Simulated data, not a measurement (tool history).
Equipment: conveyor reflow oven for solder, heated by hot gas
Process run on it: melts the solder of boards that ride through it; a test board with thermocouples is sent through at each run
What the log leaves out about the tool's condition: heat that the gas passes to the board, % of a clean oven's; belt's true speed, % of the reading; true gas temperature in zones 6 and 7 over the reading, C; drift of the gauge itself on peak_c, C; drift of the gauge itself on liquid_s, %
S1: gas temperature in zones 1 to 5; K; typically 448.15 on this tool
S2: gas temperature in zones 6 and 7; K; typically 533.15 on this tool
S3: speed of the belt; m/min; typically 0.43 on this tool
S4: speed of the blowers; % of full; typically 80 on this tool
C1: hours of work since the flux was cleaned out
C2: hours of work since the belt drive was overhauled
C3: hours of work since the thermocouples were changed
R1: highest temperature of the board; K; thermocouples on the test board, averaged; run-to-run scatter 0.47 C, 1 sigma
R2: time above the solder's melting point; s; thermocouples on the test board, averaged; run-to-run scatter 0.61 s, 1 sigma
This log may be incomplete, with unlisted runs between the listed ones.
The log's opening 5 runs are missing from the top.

Run 6, hour 302.3: usual settings; C1 57; C2 415; C3 415. Result: R1 519.25 K, R2 58.1 s.
Run 7, hour 371.9: usual settings; C1 107; C2 466; C3 466. Result: R1 519.75 K, R2 58.4 s.
Run 8, hour 428.3: usual settings; C1 148; C2 507; C3 507. Result: R1 519.85 K, R2 58.4 s.
Run 9, hour 495.8: usual settings; C1 197; C2 556; C3 556. Result: R1 519.55 K, R2 57.9 s.
Run 10, hour 556: usual settings but S1 454.15 K; C1 241; C2 600; C3 600. Result: R1 520.35 K, R2 60.9 s.
At hour 624.4: flux residue cleaned out of gas plates and filters.
Run 11, hour 644.4: usual settings but S1 454.15 K; C1 15; C2 660; C3 660. Result: R1 520.15 K, R2 61.8 s.
At hour 699.5: thermocouples of zones 6 and 7 changed.
Run 12, hour 723: usual settings but S1 454.15 K; C1 70; C2 716; C3 17. Result: R1 520.05 K, R2 63.1 s.
Run 13, hour 788.2: usual settings but S1 454.15 K; C1 117; C2 763; C3 64. Result: R1 520.95 K, R2 62.6 s.
Run 14, hour 827.5: usual settings but S1 454.15 K; C1 146; C2 792; C3 93. Result: R1 519.75 K, R2 63 s.
Run 15, hour 899.8: usual settings but S1 454.15 K; C1 199; C2 844; C3 146. Result: R1 519.95 K, R2 60.3 s.
Run 16, hour 970: usual settings but S2 527.15 K, S3 0.343 m/min, S4 79 % of full; C1 249; C2 895; C3 196. Result: R1 519.25 K, R2 76.4 s.
Run 17, hour 1009.3: usual settings but S1 437.15 K, S2 542.15 K, S3 0.403 m/min, S4 70 % of full; C1 278; C2 924; C3 225. Result: R1 523.75 K, R2 61.8 s.
At hour 1027.6: flux residue cleaned out of gas plates and filters.
Run 18, hour 1080.9: usual settings but S4 79 % of full; C1 39; C2 972; C3 273. Result: R1 519.35 K, R2 57.4 s.
Run 19, hour 1135.2: usual settings but S3 0.446 m/min, S4 79 % of full; C1 78; C2 1011; C3 313. Result: R1 518.55 K, R2 55.1 s.
At hour 1195: belt drive overhauled, speed set with a stopwatch.
Run 20, hour 1219: usual settings but S3 0.446 m/min, S4 79 % of full; C1 136; C2 17; C3 371. Result: R1 517.85 K, R2 54.7 s.
Run 21, hour 1288.9: usual settings but S3 0.446 m/min, S4 60 % of full; C1 187; C2 68; C3 422. Result: R1 512.05 K, R2 45.7 s.
Run 22, hour 1329.6: usual settings but S1 457.15 K, S2 526.15 K, S3 0.352 m/min, S4 74 % of full; C1 216; C2 98; C3 451. Result: R1 517.85 K, R2 78 s.
Run 23, hour 1377.4: usual settings but S1 457.15 K, S2 526.15 K, S3 0.352 m/min, S4 74 % of full; C1 251; C2 132; C3 486. Result: R1 517.25 K, R2 77.3 s.
At hour 1431.3: flux residue cleaned out of gas plates and filters.
Run 24, hour 1471.1: usual settings but S1 457.15 K, S2 526.15 K, S3 0.352 m/min, S4 74 % of full; C1 29; C2 197; C3 550. Result: R1 517.15 K, R2 77 s.
Run 25, hour 1509.3: usual settings but S1 447.15 K, S2 529.15 K, S4 75 % of full; C1 57; C2 225; C3 578. Result: R1 514.15 K, R2 52.5 s.
Run 26, hour 1592.2: usual settings but S1 442.15 K, S2 544.15 K, S4 75 % of full; C1 117; C2 285; C3 638. Result: R1 526.55 K, R2 61.3 s.
Run 27, hour 1632.3: usual settings but S1 442.15 K, S2 544.15 K, S4 75 % of full; C1 146; C2 314; C3 667. Result: R1 526.55 K, R2 61.6 s.
At hour 1675.3: thermocouples of zones 6 and 7 changed.
Run 28, hour 1686.5: usual settings but S1 442.15 K, S2 546.15 K, S3 0.425 m/min, S4 72 % of full; C1 184; C2 352; C3 8. Result: R1 527.65 K, R2 63.2 s.
Run 29, hour 1773.6: usual settings but S1 445.15 K, S2 524.15 K, S3 0.441 m/min, S4 61 % of full; C1 247; C2 415; C3 71. Result: R1 504.65 K, R2 35.2 s.
At hour 1834.4: flux residue cleaned out of gas plates and filters.
Run 30, hour 1860.9: usual settings but S2 528.15 K, S3 0.38 m/min; C1 19; C2 475; C3 131. Result: R1 517.15 K, R2 66.1 s.

Branching from run 30: 3 alternative next runs. What would each branch give?
Run A, hour 1918.9: usual settings but S4 73 % of full; C1 61; C2 517; C3 173. Result: R1 ?, R2 ?.
Run B, hour 1918.9: usual settings but S1 447.15 K, S3 0.359 m/min, S4 60 % of full; C1 61; C2 517; C3 173. Result: R1 ?, R2 ?.
Run C, hour 1918.9: usual settings but S1 447.15 K, S4 66 % of full; C1 61; C2 517; C3 173. Result: R1 ?, R2 ?.

run      R1    R2
  A  516.95  56.1
  B  518.55  68.6
  C  515.05  51.6
What these runs would have given with no unlogged condition in the tool:
run      R1    R2
  A  516.95  56.1
  B  518.55  68.6
  C  515.05  51.6
